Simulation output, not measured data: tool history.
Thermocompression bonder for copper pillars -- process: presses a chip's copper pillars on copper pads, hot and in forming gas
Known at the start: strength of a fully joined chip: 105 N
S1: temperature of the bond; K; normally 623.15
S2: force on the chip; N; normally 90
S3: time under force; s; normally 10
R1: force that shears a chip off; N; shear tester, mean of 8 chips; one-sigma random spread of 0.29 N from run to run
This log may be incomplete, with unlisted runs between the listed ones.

| run | hour | S1 | S2 | S3 | R1 |
|---|---|---|---|---|---|
| 1 | 0.0 | 623.15 | 90 | 10 | 55.0 |
| 2 | 84.5 | 623.15 | 90 | 13 | 59.4 |
| 3 | 159.4 | 623.15 | 90 | 7 | 46.9 |
|  | 236.4 | forming gas filter changed |
| 4 | 236.4 | 623.15 | 90 | 7 | 47.9 |
| 5 | 314.8 | 623.15 | 90 | 10 | 54.5 |
| 6 | 391.7 | 623.15 | 90 | 10 | 53.3 |
| 7 | 430.3 | 623.15 | 90 | 10 | 52.7 |
| 8 | 472.8 | 623.15 | 90 | 10 | 52.9 |
|  | 483.8 | forming gas filter changed |
| 9 | 549.4 | 623.15 | 90 | 10 | 54.8 |
| 10 | 631.8 | 623.15 | 81 | 10 | 49.7 |
| 11 | 713.7 | 623.15 | 90 | 10 | 52.8 |
|  | 729.8 | forming gas filter changed |
| 12 | 788.9 | 623.15 | 90 | 10 | 54.7 |
| 13 | 850.6 | 608.15 | 90 | 10 | 47.2 |
| 14 | 886.9 | 608.15 | 90 | 10 | 47.1 |
| 15 | 950.8 | 608.15 | 90 | 10 | 46.2 |
|  | 976.8 | forming gas filter changed |
| 16 | 1006.0 | 608.15 | 90 | 10 | 48.6 |
| 17 | 1071.2 | 623.15 | 90 | 9 | 52.8 |
| 18 | 1145.1 | 623.15 | 90 | 9 | 51.9 |
|  | 1223.0 | forming gas filter changed |
| 19 | 1229.0 | 623.15 | 90 | 9 | 53.7 |
| 20 | 1293.2 | 623.15 | 90 | 9 | 53.3 |
| 21 | 1331.3 | 613.15 | 121 | 9 | 61.0 |
| 22 | 1402.8 | 613.15 | 121 | 9 | 59.4 |
|  | 1469.6 | forming gas filter changed |
| 23 | 1479.3 | 637.15 | 121 | 9 | 73.3 |
| 24 | 1548.1 | 623.15 | 90 | 20 | 68.1 |
| 25 | 1623.3 | 637.15 | 130 | 20 | 87.3 |
| 26 | 1670.9 | 628.15 | 90 | 12 | 59.6 |
|  | 1717.2 | forming gas filter changed |
| 27 | 1722.4 | 628.15 | 90 | 12 | 62.2 |
| 28 | 1774.3 | 629.15 | 64 | 21 | 56.9 |
| 29 | 1854.1 | 597.15 | 80 | 23 | 51.9 |
| 30 | 1941.0 | 597.15 | 101 | 5 | 35.5 |
|  | 1964.9 | forming gas filter changed |
| 31 | 1989.9 | 597.15 | 101 | 5 | 36.8 |
| 32 | 2054.1 | 597.15 | 101 | 5 | 36.3 |
| 33 | 2099.1 | 597.15 | 101 | 5 | 36.1 |
|  | 2162.9 | force cell calibrated |
| 34 | 2182.7 | 645.15 | 101 | 10 | 70.2 |
|  | 2213.4 | forming gas filter changed |
| 35 | 2258.3 | 645.15 | 101 | 5 | 60.1 |
| 36 | 2332.3 | 637.15 | 58 | 10 | 44.9 |
| 37 | 2402.3 | 616.15 | 58 | 12 | 38.5 |
|  | 2462.4 | forming gas filter changed |
| 38 | 2483.0 | 616.15 | 58 | 12 | 39.8 |

What if the next run were any one of these 4? Each begins from the tool's condition after run 38:
| A | 2540.6 | 616.15 | 64 | 6 | ? |
| B | 2540.6 | 642.15 | 74 | 10 | ? |
| C | 2540.6 | 623.15 | 112 | 9 | ? |
| D | 2540.6 | 652.15 | 59 | 21 | ? |

| run | R1 |
|---|---|
| A | 33.3 |
| B | 57.9 |
| C | 65.1 |
| D | 66.0 |
With the hidden condition removed and each run's random variation left untouched, the same runs would have given:
| run | R1 |
|---|---|
| A | 31.8 |
| B | 56.2 |
| C | 63.3 |
| D | 64.5 |
